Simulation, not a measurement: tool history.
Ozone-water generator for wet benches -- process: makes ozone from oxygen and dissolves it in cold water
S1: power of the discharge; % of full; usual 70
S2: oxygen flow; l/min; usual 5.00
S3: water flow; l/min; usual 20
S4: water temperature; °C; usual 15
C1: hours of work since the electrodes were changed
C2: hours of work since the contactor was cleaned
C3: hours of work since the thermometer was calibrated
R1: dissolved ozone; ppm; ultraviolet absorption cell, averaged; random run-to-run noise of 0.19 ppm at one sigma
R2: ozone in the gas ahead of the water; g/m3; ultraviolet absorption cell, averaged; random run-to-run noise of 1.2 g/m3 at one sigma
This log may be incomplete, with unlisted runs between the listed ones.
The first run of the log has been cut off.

Run 2, day 2.271: usual settings; C1 2096; C2 45; C3 506. Result: R1 25.4 ppm, R2 206.5 g/m3.
Run 3, day 5.879: usual settings; C1 2167; C2 116; C3 577. Result: R1 25.8 ppm, R2 206.9 g/m3.
Run 4, day 8.546: usual settings; C1 2220; C2 168; C3 629. Result: R1 25.7 ppm, R2 205.7 g/m3.
Run 5, day 11.721: usual settings; C1 2282; C2 230; C3 692. Result: R1 25.5 ppm, R2 206.7 g/m3.
Run 6, day 15.004: usual settings; C1 2347; C2 295; C3 756. Result: R1 25.7 ppm, R2 203.5 g/m3.
Run 7, day 19.067: usual settings; C1 2427; C2 375; C3 836. Result: R1 25.4 ppm, R2 203.6 g/m3.
Run 8, day 21.171: usual settings; C1 2468; C2 416; C3 878. Result: R1 24.9 ppm, R2 204.9 g/m3.
Run 9, day 24.917: usual settings; C1 2542; C2 490; C3 951. Result: R1 25.6 ppm, R2 204.6 g/m3.
Run 10, day 27.250: usual settings but S4 18 °C; C1 2587; C2 536; C3 997. Result: R1 24.1 ppm, R2 202.5 g/m3.
Run 11, day 30.175: usual settings but S4 18 °C; C1 2645; C2 593; C3 1054. Result: R1 24.2 ppm, R2 204.9 g/m3.
Run 12, day 33.946: usual settings; C1 2719; C2 667; C3 1129. Result: R1 25.0 ppm, R2 204.1 g/m3.
Run 13, day 37.654: usual settings; C1 2792; C2 740; C3 1202. Result: R1 25.1 ppm, R2 202.4 g/m3.
At day 38.158: contactor cleaned.
Run 14, day 41.646: usual settings; C1 2867; C2 69; C3 1277. Result: R1 24.9 ppm, R2 203.2 g/m3.
Run 15, day 46.317: usual settings but S2 4.69 l/min; C1 2959; C2 160; C3 1369. Result: R1 25.0 ppm, R2 211.0 g/m3.
Run 16, day 49.408: usual settings but S2 4.69 l/min; C1 3020; C2 221; C3 1429. Result: R1 24.6 ppm, R2 209.8 g/m3.
Run 17, day 52.604: usual settings but S2 4.69 l/min; C1 3083; C2 284; C3 1492. Result: R1 24.6 ppm, R2 210.2 g/m3.
Run 18, day 56.262: usual settings but S2 4.69 l/min; C1 3155; C2 356; C3 1564. Result: R1 24.8 ppm, R2 208.0 g/m3.
At day 59.117: contactor cleaned, once more.
Run 19, day 61.088: usual settings but S1 59 % of full, S3 12 l/min; C1 3246; C2 39; C3 1656. Result: R1 31.7 ppm, R2 185.8 g/m3.

Estimate the outcome of run 20 from the log above:
Run 20, day 64.229: usual settings but S1 96 % of full, S2 4.85 l/min, S3 15 l/min, S4 12 °C; C1 3308; C2 100; C3 1717. Result: R1 ?, R2 ?.

R1: 36.1 ppm
R2: 235.3 g/m3
With the hidden condition absent and the run-to-run variation left alone, this run would have shown R1 40.0 ppm, R2 259.9 g/m3.
